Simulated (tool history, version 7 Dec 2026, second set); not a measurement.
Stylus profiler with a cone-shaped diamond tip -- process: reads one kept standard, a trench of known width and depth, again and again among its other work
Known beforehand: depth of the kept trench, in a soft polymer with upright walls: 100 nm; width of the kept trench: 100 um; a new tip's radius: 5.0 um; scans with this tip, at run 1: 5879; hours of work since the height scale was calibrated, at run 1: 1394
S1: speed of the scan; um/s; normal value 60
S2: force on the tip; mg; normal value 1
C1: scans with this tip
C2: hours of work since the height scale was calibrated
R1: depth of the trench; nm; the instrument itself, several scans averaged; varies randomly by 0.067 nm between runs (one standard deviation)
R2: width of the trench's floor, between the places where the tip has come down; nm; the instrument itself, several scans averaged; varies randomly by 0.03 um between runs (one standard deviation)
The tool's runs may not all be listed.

run   hour   S1    S2    C1    C2      R1     R2
  1      0   60     1  5879  1394  100.11  97380
  2   41.5   60  0.77  6009  1425   99.94  97310
  3   81.6   60  0.77  6135  1455   99.95  97330
  4  130.9   60     1  6289  1491  100.06  97350
  5  161.2   60  0.49  6384  1514   99.74  97190
  6  188.9   60  0.66  6471  1534   99.91  97270
  7  225.3   54  0.66  6586  1561   99.85  97260
  8    259   54  1.52  6691  1586  100.22  97380
     272.7  -- height scale calibrated on a step standard
  9  312.6   54  1.52  6858    30   99.89  97380
 10  354.1   54  1.52  6988    61  100.03  97440
 11  400.1   60     1  7132    95   99.62  97300
 12  435.2   60     1  7242   121   99.72  97320
 13  464.2   60     1  7333   142   99.68  97270
     475.9  -- height scale calibrated on a step standard, once more
 14  516.9   25  1.19  7497    30  100.86  97530
 15  544.4   34     1  7583    51  100.76  97500
 16  568.6  239     1  7659    69   100.7  96160
 17  617.7  239     1  7813   105  100.78  96200
 18  653.2   38     1  7924   132  100.68  97390
 19  680.8  114  0.53  8011   152  100.39  96660
 20    734  209     3  8178   192  101.55  96890
 21  765.1  223  0.89  8275   215   100.6  96120
 22    791   29  0.66  8357   234  100.45  97420
 23  814.5   29  0.66  8430   252  100.48  97410

For some of the steps in R1 from one run to the next: how much would appear even if the tool had no hidden state, given the settings, what came in and random variation, and how much remains for the hidden state plus any gauge scatter that the measured result and the result without hidden state don't share?
The hidden state here: radius of the tip, um; height scale over the true one, %; drift of the gauge itself on depth_nm, %; drift of the gauge itself on floor_um, %.
Run 8 -> 9: height scale calibrated on a step standard. R1 -0.33 nm: hidden state -0.34, all else +0.01.
Run 13 -> 14: S1 60 -> 25, S2 1 -> 1.19, height scale calibrated on a step standard, once more. R1 +1.18 nm: hidden state +1.12, all else +0.06.
Run 19 -> 20: S1 114 -> 209, S2 0.53 -> 3. R1 +1.16 nm: hidden state -0.02, all else +1.18.
